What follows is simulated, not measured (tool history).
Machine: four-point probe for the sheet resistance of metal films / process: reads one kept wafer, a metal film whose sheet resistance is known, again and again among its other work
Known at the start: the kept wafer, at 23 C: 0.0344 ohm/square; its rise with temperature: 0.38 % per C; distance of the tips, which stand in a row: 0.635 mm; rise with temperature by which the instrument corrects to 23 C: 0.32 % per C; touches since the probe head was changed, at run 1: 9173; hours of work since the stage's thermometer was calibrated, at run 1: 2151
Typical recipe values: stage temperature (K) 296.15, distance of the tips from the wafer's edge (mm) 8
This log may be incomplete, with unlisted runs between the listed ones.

run	hour	stage temperature (K)	distance of the tips from the wafer's edge (mm)	touches since the probe head was changed	hours of work since the stage's thermometer was calibrated	sheet resistance as the instrument gives it (ohm/square)
1	0.0	296.15	8	9173	2151	0.034504
# hour 43.0: stage's thermometer calibrated
2	48.6	296.15	8	11105	4	0.034486
3	94.1	296.15	8	12932	38	0.034491
4	165.9	296.15	8	15810	91	0.034487
5	201.9	296.15	8	17255	118	0.034478
6	238.5	303.15	8	18727	145	0.034654
7	300.6	296.15	8	21216	192	0.034491
8	360.5	296.15	8	23623	236	0.034492
9	412.5	296.15	8	25708	275	0.034502
10	449.0	296.15	8	27174	302	0.034500
11	500.2	296.15	20	29227	340	0.034393
12	545.7	296.15	20	31056	374	0.034415
13	604.5	296.15	20	33413	418	0.034405
14	679.9	296.15	20	36442	474	0.034418
15	735.2	296.15	8	38660	515	0.034507
16	772.3	296.15	8	40151	543	0.034521
17	809.1	296.15	8	41626	570	0.034511
18	865.1	296.15	8	43874	612	0.034514
19	896.5	296.15	8	45135	635	0.034515
20	948.6	296.15	8	47225	674	0.034521
21	1013.4	296.15	8	49826	722	0.034527
22	1059.4	296.15	8	51673	756	0.034528
23	1091.0	296.15	8	52941	780	0.034527
24	1144.5	306.15	7	55085	820	0.034778
25	1189.5	301.15	57	56891	853	0.034524
26	1236.6	295.15	29	58785	888	0.034402
27	1278.6	297.15	29	60470	919	0.034449
28	1321.2	295.15	74	62179	951	0.034396
29	1374.2	304.15	68	64305	991	0.034588
30	1426.2	295.15	5	66394	1029	0.034711
31	1495.3	298.15	14	69165	1081	0.034503
32	1540.9	298.15	4	70996	1115	0.034937
33	1575.0	301.15	9	72363	1140	0.034635
34	1639.5	295.15	71	74952	1188	0.034410
35	1700.6	295.15	8	77404	1233	0.034534
36	1744.5	295.15	8	79166	1266	0.034537
37	1777.7	295.15	8	80498	1291	0.034528
38	1809.4	295.15	8	81771	1314	0.034529
39	1866.8	291.15	58	84075	1357	0.034343
40	1903.5	305.15	58	85548	1384	0.034625
41	1969.1	305.15	58	88182	1433	0.034626
42	2027.5	302.15	6	90526	1477	0.034785
43	2091.3	302.15	6	93086	1524	0.034784
44	2129.6	302.15	6	94625	1553	0.034810
45	2190.0	307.15	22	97047	1598	0.034697

Some steps in sheet resistance as the instrument gives it (ohm/square) between neighbouring runs. How much of each would the tool show without its hidden state too (settings, what came in, random variation), and how much is left for the hidden state, with any gauge scatter that isn't in both results?
What the log doesn't record here: inner tips' distance over the nominal, %; tips' flats over new ones', %; wafer's true temperature over the reading, C; drift of the gauge itself on sheet_ohm, %.
Run 1 -> 2: stage's thermometer calibrated. sheet resistance as the instrument gives it (ohm/square) -0.000018: hidden state -0.000019, all else +0.000001.
Run 6 -> 7: stage temperature (K) 303.15 -> 296.15. sheet resistance as the instrument gives it (ohm/square) -0.000163: hidden state +0.000003, all else -0.000166.
Run 29 -> 30: stage temperature (K) 304.15 -> 295.15, distance of the tips from the wafer's edge (mm) 68 -> 5. sheet resistance as the instrument gives it (ohm/square) +0.000123: hidden state +0.000004, all else +0.000119.
Run 31 -> 32: distance of the tips from the wafer's edge (mm) 14 -> 4. sheet resistance as the instrument gives it (ohm/square) +0.000434: hidden state +0.000002, all else +0.000432.
Run 32 -> 33: stage temperature (K) 298.15 -> 301.15, distance of the tips from the wafer's edge (mm) 4 -> 9. sheet resistance as the instrument gives it (ohm/square) -0.000302: hidden state +0.000001, all else -0.000303.
Run 39 -> 40: stage temperature (K) 291.15 -> 305.15. sheet resistance as the instrument gives it (ohm/square) +0.000282: hidden state +0.000001, all else +0.000281.
